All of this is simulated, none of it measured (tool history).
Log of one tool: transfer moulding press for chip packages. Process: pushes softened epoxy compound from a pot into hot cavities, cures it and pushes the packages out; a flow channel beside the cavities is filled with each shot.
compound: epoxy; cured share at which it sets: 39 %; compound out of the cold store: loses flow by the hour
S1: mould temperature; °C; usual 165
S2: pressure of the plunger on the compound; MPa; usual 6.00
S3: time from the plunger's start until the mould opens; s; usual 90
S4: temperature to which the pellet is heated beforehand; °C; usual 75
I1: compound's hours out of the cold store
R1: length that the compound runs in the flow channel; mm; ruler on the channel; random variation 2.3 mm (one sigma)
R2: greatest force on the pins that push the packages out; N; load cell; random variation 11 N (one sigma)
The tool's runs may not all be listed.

run 1 hour=0.0 | S1=165 S2=6.00 S3=90 S4=75 | I1=14.8 | R1=927 R2=722
run 2 hour=34.1 | S1=165 S2=6.00 S3=90 S4=75 | I1=36.8 | R1=879 R2=784
-- hour=48.6 cavities cleaned with cleaning compound and waxed
run 3 hour=74.7 | S1=165 S2=6.00 S3=90 S4=75 | I1=24.6 | R1=899 R2=722
run 4 hour=94.6 | S1=165 S2=6.00 S3=90 S4=75 | I1=11.1 | R1=925 R2=811
-- hour=122.1 cavities cleaned with cleaning compound and waxed
run 5 hour=140.6 | S1=165 S2=6.00 S3=90 S4=75 | I1=9.0 | R1=923 R2=733
run 6 hour=188.6 | S1=171 S2=6.00 S3=90 S4=75 | I1=40.1 | R1=834 R2=612
-- hour=197.8 cavities cleaned with cleaning compound and waxed
run 7 hour=211.0 | S1=171 S2=6.00 S3=90 S4=75 | I1=36.6 | R1=837 R2=494
run 8 hour=238.7 | S1=171 S2=6.00 S3=90 S4=75 | I1=22.3 | R1=861 R2=606
-- hour=271.0 cavities cleaned with cleaning compound and waxed
run 9 hour=279.6 | S1=171 S2=6.00 S3=90 S4=75 | I1=27.7 | R1=850 R2=459
run 10 hour=316.5 | S1=165 S2=6.00 S3=90 S4=75 | I1=18.5 | R1=888 R2=793
-- hour=343.7 cavities cleaned with cleaning compound and waxed
run 11 hour=343.7 | S1=165 S2=6.00 S3=90 S4=75 | I1=17.4 | R1=886 R2=548
-- hour=353.4 plunger's sealing rings changed
run 12 hour=371.5 | S1=165 S2=6.92 S3=90 S4=75 | I1=43.6 | R1=930 R2=743
run 13 hour=415.8 | S1=165 S2=6.00 S3=88 S4=75 | I1=25.1 | R1=900 R2=893
-- hour=419.7 cavities cleaned with cleaning compound and waxed
run 14 hour=458.3 | S1=165 S2=4.54 S3=90 S4=75 | I1=34.7 | R1=764 R2=769
-- hour=492.4 cavities cleaned with cleaning compound and waxed
run 15 hour=502.4 | S1=163 S2=6.00 S3=92 S4=75 | I1=12.1 | R1=931 R2=751
run 16 hour=533.9 | S1=167 S2=4.54 S3=128 S4=68 | I1=21.5 | R1=772 R2=559
run 17 hour=559.7 | S1=167 S2=4.54 S3=128 S4=68 | I1=19.2 | R1=775 R2=560
-- hour=564.3 cavities cleaned with cleaning compound and waxed
run 18 hour=599.1 | S1=158 S2=6.00 S3=90 S4=75 | I1=37.7 | R1=896 R2=1433
-- hour=604.9 mould's thermocouples calibrated
-- hour=640.7 cavities cleaned with cleaning compound and waxed
run 19 hour=649.8 | S1=171 S2=6.00 S3=90 S4=75 | I1=11.4 | R1=878 R2=476
-- hour=681.9 mould's thermocouples calibrated, once more
run 20 hour=687.8 | S1=171 S2=6.00 S3=90 S4=75 | I1=42.5 | R1=811 R2=576
-- hour=716.4 plunger's sealing rings changed
-- hour=717.9 cavities cleaned with cleaning compound and waxed
run 21 hour=731.2 | S1=165 S2=6.76 S3=90 S4=75 | I1=28.7 | R1=950 R2=602
run 22 hour=779.2 | S1=165 S2=5.10 S3=90 S4=75 | I1=35.7 | R1=805 R2=790
-- hour=791.4 cavities cleaned with cleaning compound and waxed
run 23 hour=811.9 | S1=162 S2=5.22 S3=74 S4=78 | I1=11.5 | R1=871 R2=1318
run 24 hour=852.2 | S1=161 S2=6.27 S3=103 S4=72 | I1=41.5 | R1=897 R2=766
-- hour=862.9 cavities cleaned with cleaning compound and waxed
run 25 hour=884.2 | S1=161 S2=6.27 S3=103 S4=72 | I1=10.4 | R1=961 R2=697
run 26 hour=906.6 | S1=168 S2=4.71 S3=71 S4=72 | I1=32.8 | R1=759 R2=984
-- hour=937.3 cavities cleaned with cleaning compound and waxed
run 27 hour=953.4 | S1=168 S2=4.71 S3=71 S4=72 | I1=17.5 | R1=779 R2=843

4 ways to go on from here, each from the tool as it stands after run 27. What would each give?
run A hour=989.1 | S1=162 S2=4.94 S3=82 S4=75 | I1=38.4 | R1=? R2=?
run B hour=989.1 | S1=170 S2=6.00 S3=90 S4=75 | I1=16.2 | R1=? R2=?
run C hour=989.1 | S1=170 S2=4.71 S3=89 S4=72 | I1=8.4 | R1=? R2=?
run D hour=989.1 | S1=170 S2=5.89 S3=95 S4=75 | I1=21.2 | R1=? R2=?

run=A R1=785 R2=1201
run=B R1=874 R2=627
run=C R1=785 R2=618
run=D R1=852 R2=565
Without the tool's hidden state the same runs would have given:
run=A R1=810 R2=746
run=B R1=902 R2=397
run=C R1=810 R2=392
run=D R1=880 R2=357

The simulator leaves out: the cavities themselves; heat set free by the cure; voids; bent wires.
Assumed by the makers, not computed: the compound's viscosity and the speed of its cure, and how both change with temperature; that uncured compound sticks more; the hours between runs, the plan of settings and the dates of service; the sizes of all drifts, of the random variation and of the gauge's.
